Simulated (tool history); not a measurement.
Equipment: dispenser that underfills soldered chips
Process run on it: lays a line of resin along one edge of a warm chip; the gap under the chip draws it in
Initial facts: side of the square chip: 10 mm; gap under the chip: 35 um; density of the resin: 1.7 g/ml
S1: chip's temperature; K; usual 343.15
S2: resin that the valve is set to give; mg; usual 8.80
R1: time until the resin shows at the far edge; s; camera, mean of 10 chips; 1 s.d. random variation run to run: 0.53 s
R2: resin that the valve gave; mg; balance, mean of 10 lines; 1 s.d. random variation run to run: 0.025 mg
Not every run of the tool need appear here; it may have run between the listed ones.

Run 1, hour 0.0: usual settings. Result: R1 75.7 s, R2 8.49 mg.
At hour 1.6: new syringe of resin.
Run 2, hour 4.5: usual settings. Result: R1 51.3 s, R2 8.53 mg.
Run 3, hour 7.8: usual settings. Result: R1 58.6 s, R2 8.47 mg.
Run 4, hour 10.3: usual settings. Result: R1 66.8 s, R2 8.47 mg.
At hour 14.4: new syringe of resin.
Run 5, hour 15.0: usual settings but S2 9.03 mg. Result: R1 44.9 s, R2 8.74 mg.
Run 6, hour 19.3: usual settings but S2 9.03 mg. Result: R1 56.0 s, R2 8.68 mg.
Run 7, hour 24.3: usual settings but S1 332.15 K. Result: R1 121.9 s, R2 8.43 mg.
At hour 27.2: new syringe of resin.
Run 8, hour 27.4: usual settings but S1 332.15 K. Result: R1 77.4 s, R2 8.43 mg.
Run 9, hour 32.0: usual settings but S1 332.15 K. Result: R1 95.5 s, R2 8.40 mg.
Run 10, hour 36.6: usual settings but S1 351.15 K. Result: R1 47.5 s, R2 8.44 mg.
At hour 40.0: new syringe of resin.
Run 11, hour 40.7: usual settings but S1 353.15 K. Result: R1 28.1 s, R2 8.42 mg.
Run 12, hour 42.7: usual settings but S1 353.15 K. Result: R1 31.3 s, R2 8.41 mg.
Run 13, hour 44.8: usual settings. Result: R1 55.1 s, R2 8.37 mg.
Run 14, hour 49.6: usual settings but S2 11.07 mg. Result: R1 68.4 s, R2 10.56 mg.
At hour 52.8: new syringe of resin.
Run 15, hour 53.9: usual settings but S2 11.07 mg. Result: R1 45.8 s, R2 10.48 mg.
At hour 57.1: dispensing valve cleaned and set on the balance.
Run 16, hour 58.9: usual settings. Result: R1 56.5 s, R2 8.78 mg.
Run 17, hour 61.6: usual settings. Result: R1 64.8 s, R2 8.80 mg.
Run 18, hour 64.4: usual settings. Result: R1 72.8 s, R2 8.80 mg.
At hour 66.5: new syringe of resin.
Run 19, hour 68.0: usual settings but S2 9.82 mg. Result: R1 46.9 s, R2 9.87 mg.
Run 20, hour 71.9: usual settings but S1 337.15 K, S2 9.88 mg. Result: R1 75.4 s, R2 9.86 mg.
Run 21, hour 74.4: usual settings but S1 355.15 K, S2 8.32 mg. Result: R1 37.2 s, R2 8.28 mg.
Run 22, hour 78.1: usual settings but S2 11.05 mg. Result: R1 75.8 s, R2 10.96 mg.
At hour 79.2: new syringe of resin.
Run 23, hour 82.6: usual settings but S2 11.05 mg. Result: R1 51.3 s, R2 10.97 mg.
Run 24, hour 87.5: usual settings but S1 356.15 K, S2 8.99 mg. Result: R1 36.2 s, R2 8.96 mg.
Run 25, hour 90.5: usual settings but S1 356.15 K, S2 8.99 mg. Result: R1 41.8 s, R2 8.96 mg.
At hour 91.9: new syringe of resin.
Run 26, hour 94.8: usual settings but S1 356.15 K, S2 8.99 mg. Result: R1 27.6 s, R2 8.92 mg.
Run 27, hour 98.2: usual settings but S1 356.15 K, S2 8.99 mg. Result: R1 32.8 s, R2 8.90 mg.
Run 28, hour 100.9: usual settings but S1 349.15 K, S2 9.22 mg. Result: R1 50.2 s, R2 9.12 mg.
Run 29, hour 103.8: usual settings but S1 337.15 K, S2 9.56 mg. Result: R1 101.6 s, R2 9.44 mg.
At hour 104.6: new syringe of resin.
Run 30, hour 107.9: usual settings but S1 349.15 K, S2 10.08 mg. Result: R1 38.2 s, R2 9.96 mg.
Run 31, hour 112.9: usual settings but S1 335.15 K, S2 9.01 mg. Result: R1 96.2 s, R2 8.89 mg.
Run 32, hour 116.5: usual settings but S1 335.15 K, S2 9.01 mg. Result: R1 116.7 s, R2 8.86 mg.
At hour 117.5: new syringe of resin.
Run 33, hour 121.1: usual settings but S1 345.15 K, S2 7.99 mg. Result: R1 49.7 s, R2 7.85 mg.
Run 34, hour 124.4: usual settings but S1 345.15 K, S2 10.25 mg. Result: R1 55.6 s, R2 10.07 mg.
Run 35, hour 126.7: usual settings but S1 335.15 K, S2 11.32 mg. Result: R1 98.5 s, R2 11.10 mg.
At hour 130.2: new syringe of resin.
Run 36, hour 130.2: usual settings but S1 335.15 K, S2 11.32 mg. Result: R1 64.6 s, R2 11.08 mg.
Run 37, hour 134.8: usual settings but S1 342.15 K, S2 8.35 mg. Result: R1 60.1 s, R2 8.15 mg.

3 ways to go on from here, each from the tool as it stands after run 37. What would each give?
Run A, hour 137.7: usual settings but S1 355.15 K, S2 9.75 mg. Result: R1 ?, R2 ?.
Run B, hour 137.7: usual settings but S1 352.15 K, S2 8.89 mg. Result: R1 ?, R2 ?.
Run C, hour 137.7: usual settings but S1 340.15 K, S2 9.56 mg. Result: R1 ?, R2 ?.

run    R1    R2
  A  36.2  9.51
  B  41.5  8.65
  C  74.3  9.37
Without the tool's hidden state the same runs would have given:
run    R1    R2
  A  24.5  9.72
  B  28.1  8.85
  C  50.3  9.58
